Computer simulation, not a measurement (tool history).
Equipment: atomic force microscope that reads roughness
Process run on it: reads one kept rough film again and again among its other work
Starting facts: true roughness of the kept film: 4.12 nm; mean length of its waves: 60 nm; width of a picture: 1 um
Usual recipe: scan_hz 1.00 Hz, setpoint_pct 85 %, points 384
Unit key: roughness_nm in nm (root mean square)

run   hour  scan_hz  setpoint_pct  points  roughness_nm
  1    0.0     1.00            85     384         3.631
      35.5  -- new tip fitted
  2   53.8     1.00            85     551         3.741
  3   95.2     1.00            85     793         3.665
     118.2  -- new tip fitted
  4  129.0     1.00            85     384         3.773
  5  184.1     1.00            85     527         3.632
     206.0  -- new tip fitted
  6  231.9     1.00            85     527         3.742
     289.8  -- new tip fitted
  7  289.8     1.00            85     527         3.778
     295.3  -- height scale calibrated on a step standard
  8  337.9     1.00            85     307         3.687
     376.4  -- new tip fitted
  9  405.8     0.71            87     307         3.776
 10  444.9     0.71            73     307         3.762
     461.1  -- new tip fitted
 11  513.7     2.65            84     994         3.481
     547.4  -- new tip fitted
 12  553.8     2.65            84     994         3.564
     579.8  -- height scale calibrated on a step standard, once more
 13  627.9     2.65            84     994         3.348

Below, some changes in roughness_nm between adjacent runs. For each, the amount present without the hidden state too (settings, incoming material, random variation) and the amount remaining for the hidden state with gauge scatter not shared by both compared results:
Hidden state present: radius of the tip, nm; height scale over the true one, %; drift of the gauge itself on roughness_nm, %.
Run 10 -> 11: scan_hz 0.71 -> 2.65, setpoint_pct 73 -> 84, points 307 -> 994, new tip fitted. roughness_nm -0.281 nm (root mean square): hidden state +0.062, all else -0.343.
Run 12 -> 13: height scale calibrated on a step standard, once more. roughness_nm -0.216 nm (root mean square): hidden state -0.213, all else -0.003.

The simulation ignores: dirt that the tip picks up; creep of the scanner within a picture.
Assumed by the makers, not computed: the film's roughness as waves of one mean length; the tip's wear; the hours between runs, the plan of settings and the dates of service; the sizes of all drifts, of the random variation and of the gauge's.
